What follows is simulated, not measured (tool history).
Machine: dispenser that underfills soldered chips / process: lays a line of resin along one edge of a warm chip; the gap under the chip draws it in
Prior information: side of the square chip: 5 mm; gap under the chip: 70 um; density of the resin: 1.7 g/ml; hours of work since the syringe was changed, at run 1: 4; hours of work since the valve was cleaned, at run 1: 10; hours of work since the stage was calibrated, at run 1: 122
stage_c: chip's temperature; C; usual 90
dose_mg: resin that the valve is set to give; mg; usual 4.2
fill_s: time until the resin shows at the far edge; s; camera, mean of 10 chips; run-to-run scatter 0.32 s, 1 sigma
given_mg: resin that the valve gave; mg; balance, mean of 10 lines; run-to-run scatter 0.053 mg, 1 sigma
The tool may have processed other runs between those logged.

run    day  stage_c  dose_mg  hours of work since the syringe was changed  hours of work since the valve was cleaned  hours of work since the stage was calibrated  fill_s  given_mg
  1      0       90      4.2                                            4                                         10                                           122    13.6      4.14
       0.1  -- new syringe of resin
  2   0.25       90      4.2                                            2                                         14                                           126    11.9      4.19
     0.446  -- new syringe of resin
  3  0.504       90      4.2                                            1                                         18                                           130    11.4      4.13
  4  0.712       90      4.2                                            4                                         21                                           133    13.4      4.13
     0.817  -- new syringe of resin
  5  1.108       90     3.76                                            5                                         27                                           139    14.8      3.77
     1.175  -- new syringe of resin
  6   1.35       90     3.76                                            3                                         30                                           143    13.3      3.61
     1.517  -- new syringe of resin
  7  1.762       90     3.76                                            4                                         37                                           149    13.5      3.69
     1.871  -- new syringe of resin
  8  2.054       90     3.76                                            3                                         41                                           153    13.2      3.56
     2.212  -- new syringe of resin
  9  2.392       90     3.76                                            3                                         46                                           158    13.3      3.69
     2.567  -- new syringe of resin
 10  2.625       82      4.2                                            1                                         49                                           162    13.6      4.14
     2.912  -- new syringe of resin
 11  3.038       82      4.2                                            2                                         56                                           168    15.5      3.99
     3.254  -- new syringe of resin
 12  3.358       82      4.2                                            2                                         60                                           173    14.7      3.88
 13  3.583       82      4.2                                            5                                         64                                           176    18.2      3.94
     3.625  -- new syringe of resin
 14  3.817       82      4.2                                            3                                         67                                           180    16.2      3.96
     3.962  -- new syringe of resin
 15  4.108       86      4.2                                            2                                         72                                           184    13.9      3.89
     4.312  -- new syringe of resin
 16  4.454       88      4.2                                            2                                         77                                           189    13.1      3.82
     4.671  -- new syringe of resin
 17  4.896       78     5.34                                            4                                         84                                           196    17.9      4.95
     5.021  -- new syringe of resin
 18  5.117      101      4.2                                            2                                         87                                           199     8.6      3.86
     5.375  -- new syringe of resin
 19  5.375       84     4.68                                            0                                         91                                           203    12.5      4.33
 20  5.592       82     4.57                                            3                                         94                                           206    16.7      4.22
     5.729  -- new syringe of resin
 21  5.862       82     3.78                                            2                                         98                                           210    16.4      3.41
     6.075  -- new syringe of resin
 22  6.096       80      4.2                                            0                                        101                                           214    14.7      3.78
 23  6.329       92     3.68                                            4                                        105                                           217    13.9      3.32
     6.438  -- new syringe of resin
 24  6.642       86     5.01                                            3                                        110                                           222    14.3      4.48
     6.796  -- new syringe of resin
 25  6.929       79     4.77                                            2                                        114                                           226    16.7       4.2
     7.142  -- new syringe of resin
 26  7.354       93      4.2                                            3                                        120                                           233    11.7      3.68
     7.492  -- new syringe of resin
 27  7.708       84     4.55                                            3                                        126                                           238    16.4      3.98
     7.838  -- new syringe of resin
 28  7.929       78     4.68                                            1                                        129                                           241    17.4      4.11
     8.175  -- new syringe of resin
 29  8.233       78     4.68                                            1                                        133                                           246      16      4.01
      8.35  -- dispensing valve cleaned and set on the balance
     8.562  -- new syringe of resin
 30  8.721       78     4.68                                            2                                          6                                           252    17.5      4.58
     8.912  -- new syringe of resin
 31  8.912       78     4.68                                            0                                          8                                           255    14.9      4.66
 32  9.092       86     4.72                                            3                                         11                                           258    14.1      4.62

Predict each of these 3 candidate next runs independently; none follows another, all start after run 32:
     9.262  -- new syringe of resin
  A  9.321       77     4.46                                            1                                         14                                           261       ?         ?
     9.262  -- new syringe of resin
  B  9.321       84     4.72                                            1                                         14                                           261       ?         ?
     9.262  -- new syringe of resin
  C  9.321       90     5.23                                            1                                         14                                           261       ?         ?

run  fill_s  given_mg
  A    16.5      4.41
  B    13.3       4.7
  C    11.1       5.2
With no hidden state in the tool, these same runs would have given:
run  fill_s  given_mg
  A    14.4      4.46
  B    11.6      4.75
  C     9.8      5.26

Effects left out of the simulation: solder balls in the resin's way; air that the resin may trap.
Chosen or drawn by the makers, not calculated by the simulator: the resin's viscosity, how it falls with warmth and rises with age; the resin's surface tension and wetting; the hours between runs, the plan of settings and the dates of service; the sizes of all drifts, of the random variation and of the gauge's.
